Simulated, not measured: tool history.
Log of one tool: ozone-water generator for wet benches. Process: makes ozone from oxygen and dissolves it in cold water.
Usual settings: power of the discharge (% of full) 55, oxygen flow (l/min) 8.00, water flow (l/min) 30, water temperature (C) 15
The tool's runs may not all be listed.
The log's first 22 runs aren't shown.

run     day  power of the discharge (% of full)  oxygen flow (l/min)  water flow (l/min)  water temperature (C)  hours of work since the electrodes were changed  hours of work since the contactor was cleaned  hours of work since the thermometer was calibrated  dissolved ozone (ppm)  ozone in the gas ahead of the water (g/m3)
 23  25.867                                  79                13.01                  24                     20                                             1015                                           2367                                                2719                   35.2                                       222.4
 24  27.096                                  92                 4.89                  24                     10                                             1042                                           2393                                                2746                   48.5                                       432.8
 25  28.604                                  45                11.42                  30                     12                                             1075                                           2426                                                2779                   25.4                                       166.6
 26  29.846                                  45                 6.65                  27                     12                                             1102                                           2453                                                2806                   27.4                                       224.2
 27  31.508                                  88                 5.63                  43                     15                                             1138                                           2489                                                2842                   27.1                                       388.3
 28  32.871                                  55                 8.00                  28                     18                                             1167                                           2519                                                2872                   28.0                                       234.2
 29  34.133                                  55                 9.06                  37                      8                                             1195                                           2547                                                2899                   25.5                                       216.7
 30  34.896                                  55                 9.06                  37                     16                                             1212                                           2563                                                2916                   23.3                                       215.3
 31  35.700                                  44                 8.00                  30                      7                                             1229                                           2581                                                2933                   26.5                                       200.7

Run 32 comes next. What will it give?
 32  36.512                                  74                 8.00                  30                     14                                             1247                                           2598                                                2951                      ?                                           ?

{"run 32": {"dissolved ozone (ppm)": 34.3, "ozone in the gas ahead of the water (g/m3)": 284.0}}
Without the tool's hidden state the same run would have given dissolved ozone (ppm) 35.7, ozone in the gas ahead of the water (g/m3) 290.3.
